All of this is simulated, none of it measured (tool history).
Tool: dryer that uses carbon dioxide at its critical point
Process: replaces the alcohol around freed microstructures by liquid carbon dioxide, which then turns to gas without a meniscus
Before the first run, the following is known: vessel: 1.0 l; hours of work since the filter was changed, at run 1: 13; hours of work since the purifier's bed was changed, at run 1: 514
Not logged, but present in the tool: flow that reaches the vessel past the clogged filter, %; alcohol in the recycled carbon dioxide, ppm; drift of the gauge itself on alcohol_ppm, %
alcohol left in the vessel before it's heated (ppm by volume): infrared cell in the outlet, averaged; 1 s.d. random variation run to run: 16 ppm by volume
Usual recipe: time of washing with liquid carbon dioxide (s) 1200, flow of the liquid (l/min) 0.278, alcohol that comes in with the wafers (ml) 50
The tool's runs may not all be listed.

run,day,time of washing with liquid carbon dioxide (s),flow of the liquid (l/min),alcohol that comes in with the wafers (ml),hours of work since the filter was changed,hours of work since the purifier's bed was changed,alcohol left in the vessel before it's heated (ppm by volume)
1,0,1200,0.278,50,13,514,1133
2,0.771,1200,0.278,50,26,527,1157
3,1.1,1200,0.278,50,32,533,1182
4,1.717,1200,0.278,50,42,544,1250
5,2.508,1200,0.278,50,56,557,1282
6,3.25,1200,0.278,50,68,570,1308
7,3.592,1200,0.278,50,74,576,1326
8,3.988,1200,0.278,50,81,582,1388
9,4.404,1200,0.278,50,88,589,1396
10,4.908,1200,0.278,50,97,598,1413
11,5.329,1200,0.278,50,104,605,1482
12,5.925,1200,0.278,50,114,615,1530
13,6.546,1200,0.278,50,125,626,1543
14,7.117,1200,0.278,50,135,636,1641
15,7.542,1200,0.278,50,142,643,1628
16,8.175,1200,0.278,50,153,654,1753
17,8.946,1200,0.278,50,166,667,1780
18,9.588,1200,0.278,50,177,678,1890
19,10.392,1200,0.278,50,190,692,1938
# day 10.588: inlet filter changed
20,11.204,1200,0.278,50,11,705,1185
21,11.688,1200,0.278,50,19,713,1214
22,12.212,1200,0.348,39,28,722,487
23,12.538,1140,0.261,111,33,728,3999
24,13.254,840,0.381,36,46,740,1107
25,13.608,1680,0.206,40,52,746,973
26,14.092,780,0.278,108,60,754,9791
27,14.817,1200,0.252,76,72,767,2926
28,15.446,1200,0.252,76,83,777,2955
29,15.854,1260,0.321,53,90,784,827

Branching from run 29: 3 alternative next runs. What would each branch give?
A,16.358,840,0.278,24,99,793,?
B,16.358,1380,0.354,77,99,793,?
C,16.358,1800,0.278,54,99,793,?

run,alcohol left in the vessel before it's heated (ppm by volume)
A,2135
B,555
C,421
Without the tool's unlogged condition, the same runs would have read:
run,alcohol left in the vessel before it's heated (ppm by volume)
A,1554
B,234
C,150
